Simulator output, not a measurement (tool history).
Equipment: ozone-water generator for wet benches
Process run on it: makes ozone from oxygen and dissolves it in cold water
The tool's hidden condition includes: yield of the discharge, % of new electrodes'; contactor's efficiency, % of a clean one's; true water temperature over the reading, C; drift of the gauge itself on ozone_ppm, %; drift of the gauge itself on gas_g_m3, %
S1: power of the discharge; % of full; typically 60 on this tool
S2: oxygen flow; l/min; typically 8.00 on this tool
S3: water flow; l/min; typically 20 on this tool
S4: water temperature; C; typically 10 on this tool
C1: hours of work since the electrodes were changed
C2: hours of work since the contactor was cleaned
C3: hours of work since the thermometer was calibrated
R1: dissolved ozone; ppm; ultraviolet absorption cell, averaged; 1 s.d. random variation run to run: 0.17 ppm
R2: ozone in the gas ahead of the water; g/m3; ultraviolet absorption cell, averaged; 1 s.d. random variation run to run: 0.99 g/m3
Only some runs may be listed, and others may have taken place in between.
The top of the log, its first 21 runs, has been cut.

run,hour,S1,S2,S3,S4,C1,C2,C3,R1,R2
22,747.3,60,11.61,13,12,1023,5346,685,27.8,138.5
23,772.3,60,11.61,13,12,1044,5368,707,28.1,136.9
24,796.8,57,11.61,19,7,1065,5388,727,23.5,133.3
25,818.8,41,4.47,27,9,1084,5407,746,13.3,179.8
26,851.5,41,4.47,27,11,1112,5435,774,12.9,181.5
27,879.2,41,4.47,27,11,1135,5459,798,13.2,183.8
28,920.6,41,4.47,27,11,1170,5494,833,13.0,182.1
29,960.0,97,6.88,28,10,1204,5527,866,24.8,264.5
30,1006.3,97,6.88,22,8,1243,5567,906,32.1,267.5

What will run 31 give?
31,1039.4,97,6.88,22,8,1272,5595,934,?,?

Run 31 gave R1 31.6 ppm, R2 265.1 g/m3.
Minus the tool's unlogged condition, the same run would have read R1 31.6 ppm, R2 265.1 g/m3.
